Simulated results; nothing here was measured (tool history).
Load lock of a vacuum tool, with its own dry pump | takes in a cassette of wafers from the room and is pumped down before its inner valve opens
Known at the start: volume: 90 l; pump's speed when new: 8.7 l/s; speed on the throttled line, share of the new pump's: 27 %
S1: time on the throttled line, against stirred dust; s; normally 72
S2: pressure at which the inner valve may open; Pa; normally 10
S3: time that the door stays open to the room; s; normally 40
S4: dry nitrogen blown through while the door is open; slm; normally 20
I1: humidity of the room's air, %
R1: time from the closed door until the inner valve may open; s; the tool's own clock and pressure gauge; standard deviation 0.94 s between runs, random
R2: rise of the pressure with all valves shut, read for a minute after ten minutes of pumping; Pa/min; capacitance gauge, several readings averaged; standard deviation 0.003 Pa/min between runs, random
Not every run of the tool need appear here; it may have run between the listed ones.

| run | day | S1 | S2 | S3 | S4 | I1 | R1 | R2 |
|---|---|---|---|---|---|---|---|---|
| 1 | 0 | 72 | 10 | 40 | 20 | 44.1 | 149.6 | 0.015 |
| 2 | 22.996 | 72 | 10 | 40 | 20 | 41.7 | 151.5 | 0.021 |
| 3 | 39.146 | 72 | 10 | 40 | 20 | 47.3 | 150.6 | 0.027 |
| 4 | 53.592 | 72 | 10 | 40 | 8 | 45.8 | 150.6 | 0.033 |
| 5 | 76.15 | 72 | 10 | 40 | 20 | 46.2 | 152.1 | 0.035 |
| 6 | 89.058 | 72 | 10 | 86 | 20 | 45.1 | 151.2 | 0.04 |
| 7 | 113.354 | 73 | 10 | 40 | 20 | 46.9 | 154 | 0.039 |
| 8 | 129.512 | 83 | 10 | 40 | 20 | 49.9 | 161.4 | 0.047 |
| 9 | 141.908 | 74 | 12 | 65 | 7 | 42.8 | 151.7 | 0.06 |

Expected results for the next run?
| 10 | 163.883 | 118 | 8 | 65 | 41 | 45.4 | ? | ? |

{"run 10": {"R1": 187.9, "R2": 0.058}}
Had the tool carried no hidden state, the very same run would have given R1 184.5 s, R2 0.012 Pa/min.

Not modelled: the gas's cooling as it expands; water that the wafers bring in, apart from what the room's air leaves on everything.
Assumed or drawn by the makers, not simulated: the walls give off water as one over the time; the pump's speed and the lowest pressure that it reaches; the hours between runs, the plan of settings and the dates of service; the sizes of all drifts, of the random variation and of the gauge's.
